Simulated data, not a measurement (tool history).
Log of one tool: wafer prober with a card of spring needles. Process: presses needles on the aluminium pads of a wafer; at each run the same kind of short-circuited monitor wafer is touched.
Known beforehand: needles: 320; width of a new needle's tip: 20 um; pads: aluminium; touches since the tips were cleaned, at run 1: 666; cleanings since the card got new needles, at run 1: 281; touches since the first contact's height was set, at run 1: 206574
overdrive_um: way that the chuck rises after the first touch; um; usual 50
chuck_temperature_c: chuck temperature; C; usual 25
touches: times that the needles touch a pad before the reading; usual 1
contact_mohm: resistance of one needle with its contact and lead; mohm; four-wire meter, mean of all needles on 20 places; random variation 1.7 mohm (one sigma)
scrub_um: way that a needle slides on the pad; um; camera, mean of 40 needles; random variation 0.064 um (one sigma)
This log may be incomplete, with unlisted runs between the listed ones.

run	hour	overdrive_um	chuck_temperature_c	touches	touches since the tips were cleaned	cleanings since the card got new needles	touches since the first contact's height was set	contact_mohm	scrub_um
1	0	50	25	1	666	281	206574	227	9.46
# hour 4.9: tips cleaned on abrasive film
# hour 10.9: tips cleaned on abrasive film
# hour 15.8: tips cleaned on abrasive film
# hour 21.8: tips cleaned on abrasive film
# hour 26.7: tips cleaned on abrasive film
# hour 32.7: tips cleaned on abrasive film
# hour 37.8: height of the first contact set anew
# hour 39.1: tips cleaned on abrasive film
2	40	50	25	1	657	288	1488	231	9.86
# hour 44.9: tips cleaned on abrasive film
# hour 50.9: tips cleaned on abrasive film
# hour 57: tips cleaned on abrasive film
# hour 63: tips cleaned on abrasive film
3	63.3	50	25	1	157	292	17421	195	9.84
# hour 68.1: tips cleaned on abrasive film
# hour 74.2: tips cleaned on abrasive film
# hour 80.2: tips cleaned on abrasive film
# hour 86.3: tips cleaned on abrasive film
4	87.4	50	25	1	777	296	33978	231	9.79
# hour 91.1: tips cleaned on abrasive film, once more
# hour 97.1: tips cleaned on abrasive film
# hour 103.2: tips cleaned on abrasive film
# hour 108.1: tips cleaned on abrasive film
5	108.1	50	117	1	0	300	48165	205	9.81
# hour 114.2: tips cleaned on abrasive film
# hour 120.2: tips cleaned on abrasive film
# hour 126.3: tips cleaned on abrasive film
# hour 132.3: tips cleaned on abrasive film
6	135.1	50	25	1	1923	304	66694	286	9.81
# hour 137.6: tips cleaned on abrasive film
# hour 143.6: tips cleaned on abrasive film
# hour 149.7: tips cleaned on abrasive film
# hour 155.7: tips cleaned on abrasive film
# hour 161.8: tips cleaned on abrasive film
7	166.4	50	25	1	3236	309	88196	316	9.76
# hour 167.7: tips cleaned on abrasive film
# hour 173.7: tips cleaned on abrasive film
# hour 179.8: tips cleaned on abrasive film
# hour 185.8: tips cleaned on abrasive film
# hour 191.9: tips cleaned on abrasive film
8	196.4	50	25	1	3141	314	108774	326	9.75
# hour 197.7: tips cleaned on abrasive film
# hour 203.7: tips cleaned on abrasive film
# hour 209.8: tips cleaned on abrasive film
# hour 214.6: tips cleaned on abrasive film
# hour 220.7: tips cleaned on abrasive film
9	223.9	50	25	1	2254	319	127635	299	9.58
# hour 226.4: tips cleaned on abrasive film
# hour 231.3: tips cleaned on abrasive film
# hour 237.3: tips cleaned on abrasive film
# hour 243.4: tips cleaned on abrasive film
# hour 248.2: tips cleaned on abrasive film
# hour 254.3: tips cleaned on abrasive film
# hour 259.1: tips cleaned on abrasive film
10	262.2	65	25	1	2155	326	153868	254	12.57
# hour 264.7: tips cleaned on abrasive film
# hour 269.6: tips cleaned on abrasive film
# hour 275.6: tips cleaned on abrasive film
# hour 280.5: tips cleaned on abrasive film
# hour 286.5: tips cleaned on abrasive film
# hour 292.6: tips cleaned on abrasive film
# hour 298.6: tips cleaned on abrasive film
# hour 304.6: tips cleaned on abrasive film
11	304.6	50	25	1	0	334	182886	193	9.5
# hour 310.6: tips cleaned on abrasive film
# hour 316.7: tips cleaned on abrasive film
# hour 322.7: tips cleaned on abrasive film
# hour 328.8: tips cleaned on abrasive film
# hour 334.8: tips cleaned on abrasive film
# hour 340.9: tips cleaned on abrasive film
12	345.6	64	25	1	3314	340	211107	273	12.24
# hour 346.9: tips cleaned on abrasive film
# hour 353: tips cleaned on abrasive film
# hour 359: tips cleaned on abrasive film
# hour 365.1: tips cleaned on abrasive film
# hour 371.1: tips cleaned on abrasive film
# hour 376.2: height of the first contact set anew
# hour 377.5: tips cleaned on abrasive film
# hour 382.3: tips cleaned on abrasive film
# hour 388.4: tips cleaned on abrasive film
# hour 394.4: tips cleaned on abrasive film
13	394.7	39	111	3	214	349	12668	218	7.63
# hour 399.6: tips cleaned on abrasive film
# hour 404.5: tips cleaned on abrasive film
# hour 410.5: tips cleaned on abrasive film
# hour 415.4: tips cleaned on abrasive film
# hour 421.4: tips cleaned on abrasive film
14	422.7	39	111	3	878	354	31813	231	7.65
# hour 426.4: tips cleaned on abrasive film
# hour 431.2: tips cleaned on abrasive film
# hour 437.3: tips cleaned on abrasive film
# hour 443.3: tips cleaned on abrasive film
# hour 449.4: tips cleaned on abrasive film
# hour 455.4: tips cleaned on abrasive film
# hour 461.5: tips cleaned on abrasive film
15	462.9	47	25	1	975	361	59353	255	9.25
# hour 466.5: tips cleaned on abrasive film
# hour 472.6: tips cleaned on abrasive film
# hour 478.6: tips cleaned on abrasive film
# hour 484.7: tips cleaned on abrasive film
# hour 490.7: tips cleaned on abrasive film
# hour 496.8: tips cleaned on abrasive film
# hour 502.8: tips cleaned on abrasive film
16	504.2	35	95	2	923	368	87675	284	6.69
# hour 507.8: tips cleaned on abrasive film
# hour 513.9: tips cleaned on abrasive film
# hour 519.9: tips cleaned on abrasive film
# hour 524.8: tips cleaned on abrasive film
# hour 530.8: tips cleaned on abrasive film
# hour 535.7: tips cleaned on abrasive film
# hour 541.7: tips cleaned on abrasive film
# hour 547.8: tips cleaned on abrasive film
17	548.2	35	95	2	280	376	117846	251	6.68
# hour 553.1: tips cleaned on abrasive film
# hour 559.1: tips cleaned on abrasive film
# hour 565.2: tips cleaned on abrasive film
# hour 571.2: tips cleaned on abrasive film
# hour 577.2: tips cleaned on abrasive film
# hour 582.1: tips cleaned on abrasive film
18	586.6	36	30	1	3099	382	144193	474	6.79
# hour 587.8: tips cleaned on abrasive film
# hour 593.9: tips cleaned on abrasive film
# hour 598.8: tips cleaned on abrasive film
# hour 604.8: tips cleaned on abrasive film
# hour 610.9: tips cleaned on abrasive film
# hour 616.9: tips cleaned on abrasive film
19	620.6	36	30	1	2553	388	167504	459	6.67
# hour 621.8: tips cleaned on abrasive film
# hour 626.7: tips cleaned on abrasive film
# hour 632.7: tips cleaned on abrasive film
# hour 638.8: tips cleaned on abrasive film
# hour 644.8: tips cleaned on abrasive film
# hour 656.8: card fitted with new needles
# hour 662.9: tips cleaned on abrasive film
# hour 668.9: tips cleaned on abrasive film
# hour 675: tips cleaned on abrasive film
# hour 680: tips cleaned on abrasive film
20	680	64	63	2	0	4	15886	179	12.63
# hour 684.9: tips cleaned on abrasive film
# hour 689.7: tips cleaned on abrasive film
# hour 695.8: tips cleaned on abrasive film
# hour 701.8: tips cleaned on abrasive film
21	705.8	52	115	3	2745	8	33579	211	10.23
# hour 707.1: tips cleaned on abrasive film
# hour 713.1: tips cleaned on abrasive film
# hour 719.2: tips cleaned on abrasive film
# hour 725.2: tips cleaned on abrasive film
# hour 731.3: tips cleaned on abrasive film
# hour 736.1: tips cleaned on abrasive film
# hour 742.2: tips cleaned on abrasive film
22	746.4	52	115	3	2975	15	61463	209	10.21
# hour 747.7: tips cleaned on abrasive film
# hour 752.6: tips cleaned on abrasive film
# hour 758.6: tips cleaned on abrasive film
# hour 764.7: tips cleaned on abrasive film
# hour 770.7: tips cleaned on abrasive film
# hour 775.6: tips cleaned on abrasive film
# hour 781.6: tips cleaned on abrasive film
# hour 787.7: tips cleaned on abrasive film
# hour 793.7: tips cleaned on abrasive film
23	794.6	52	102	3	629	24	94472	195	10.11

Branching from run 23: 4 alternative next runs. What would each branch give?
# hour 799.5: tips cleaned on abrasive film
# hour 805.6: tips cleaned on abrasive film
# hour 811.6: tips cleaned on abrasive film
# hour 816.8: tips cleaned on abrasive film
A	816.8	40	54	2	0	28	109622	?	?
# hour 799.5: tips cleaned on abrasive film
# hour 805.6: tips cleaned on abrasive film
# hour 811.6: tips cleaned on abrasive film
# hour 816.8: tips cleaned on abrasive film
B	816.8	38	25	1	0	28	109622	?	?
# hour 799.5: tips cleaned on abrasive film
# hour 805.6: tips cleaned on abrasive film
# hour 811.6: tips cleaned on abrasive film
# hour 816.8: tips cleaned on abrasive film
C	816.8	62	44	2	0	28	109622	?	?
# hour 799.5: tips cleaned on abrasive film
# hour 805.6: tips cleaned on abrasive film
# hour 811.6: tips cleaned on abrasive film
# hour 816.8: tips cleaned on abrasive film
D	816.8	62	102	3	0	28	109622	?	?

run	contact_mohm	scrub_um
A	186	7.61
B	185	7.23
C	174	12.1
D	183	12.05
Stripped of hidden state, with their random variation kept, the same runs would have yielded:
run	contact_mohm	scrub_um
A	180	7.85
B	175	7.47
C	171	12.34
D	182	12.28
